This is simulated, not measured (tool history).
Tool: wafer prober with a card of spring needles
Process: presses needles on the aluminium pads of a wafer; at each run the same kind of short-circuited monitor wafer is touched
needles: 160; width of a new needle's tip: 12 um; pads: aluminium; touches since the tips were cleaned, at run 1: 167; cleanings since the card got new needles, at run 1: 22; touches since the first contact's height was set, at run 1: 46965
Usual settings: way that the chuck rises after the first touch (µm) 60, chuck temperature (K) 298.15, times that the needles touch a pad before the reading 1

| run | hour | way that the chuck rises after the first touch (µm) | chuck temperature (K) | times that the needles touch a pad before the reading | touches since the tips were cleaned | cleanings since the card got new needles | touches since the first contact's height was set | resistance of one needle with its contact and lead (mohm) | way that a needle slides on the pad (µm) |
|---|---|---|---|---|---|---|---|---|---|
| 1 | 0 | 60 | 298.15 | 1 | 167 | 22 | 46965 | 145 | 11.85 |
|  | 9.9 | tips cleaned on abrasive film |
|  | 19.7 | tips cleaned on abrasive film |
|  | 32 | tips cleaned on abrasive film |
|  | 41.8 | tips cleaned on abrasive film |
|  | 54.1 | tips cleaned on abrasive film |
|  | 64 | tips cleaned on abrasive film |
|  | 76.3 | tips cleaned on abrasive film |
|  | 88.6 | tips cleaned on abrasive film |
| 2 | 90.5 | 60 | 298.15 | 1 | 371 | 30 | 64415 | 146 | 11.87 |
|  | 100.3 | tips cleaned on abrasive film |
|  | 103.1 | height of the first contact set anew |
|  | 110.5 | tips cleaned on abrasive film |
|  | 120.3 | tips cleaned on abrasive film |
| 3 | 127.6 | 60 | 298.15 | 1 | 1424 | 33 | 4745 | 148 | 11.86 |
|  | 132.5 | tips cleaned on abrasive film |
|  | 144.7 | tips cleaned on abrasive film |
|  | 157 | tips cleaned on abrasive film |
|  | 166.9 | tips cleaned on abrasive film |
|  | 176.7 | tips cleaned on abrasive film |
|  | 189 | tips cleaned on abrasive film |
|  | 198.9 | tips cleaned on abrasive film |
| 4 | 199.8 | 60 | 298.15 | 1 | 178 | 40 | 18651 | 143 | 11.84 |
|  | 209.6 | tips cleaned on abrasive film |
|  | 219.5 | tips cleaned on abrasive film |
|  | 231.8 | tips cleaned on abrasive film |
|  | 241.6 | tips cleaned on abrasive film |
|  | 253.9 | tips cleaned on abrasive film |
| 5 | 258.9 | 60 | 298.15 | 1 | 960 | 45 | 30049 | 146 | 11.82 |
|  | 263.9 | tips cleaned on abrasive film |
|  | 273.7 | tips cleaned on abrasive film |
|  | 286 | tips cleaned on abrasive film |
|  | 295.9 | tips cleaned on abrasive film |
|  | 308.2 | tips cleaned on abrasive film |
|  | 320.5 | tips cleaned on abrasive film |
|  | 332.7 | tips cleaned on abrasive film |
|  | 342.6 | tips cleaned on abrasive film |
| 6 | 349.6 | 60 | 298.15 | 1 | 1357 | 53 | 47547 | 144 | 11.77 |
|  | 354.5 | tips cleaned on abrasive film |
|  | 364.4 | tips cleaned on abrasive film |
|  | 376.7 | tips cleaned on abrasive film |
|  | 386.5 | tips cleaned on abrasive film |
|  | 398.8 | tips cleaned on abrasive film |
|  | 411.1 | tips cleaned on abrasive film |
|  | 423.4 | tips cleaned on abrasive film |
|  | 433.2 | tips cleaned on abrasive film |
| 7 | 437.4 | 60 | 298.15 | 1 | 808 | 61 | 64484 | 150 | 11.85 |
|  | 444.8 | tips cleaned on abrasive film |
|  | 450 | height of the first contact set anew |
|  | 455 | tips cleaned on abrasive film |
|  | 467.3 | tips cleaned on abrasive film |
|  | 477.1 | tips cleaned on abrasive film |
| 8 | 478.1 | 60 | 317.15 | 1 | 195 | 65 | 5413 | 146 | 11.82 |

The next listed run, before its measurement:
|  | 488 | tips cleaned on abrasive film |
|  | 497.8 | tips cleaned on abrasive film |
|  | 507.7 | tips cleaned on abrasive film |
|  | 520 | tips cleaned on abrasive film |
| 9 | 528.2 | 75 | 298.15 | 3 | 1604 | 69 | 15083 | ? | ? |

Run 9 gave resistance of one needle with its contact and lead (mohm) 144, way that a needle slides on the pad (µm) 14.74.
Without the tool's hidden state the same run would have given resistance of one needle with its contact and lead (mohm) 144, way that a needle slides on the pad (µm) 14.88.
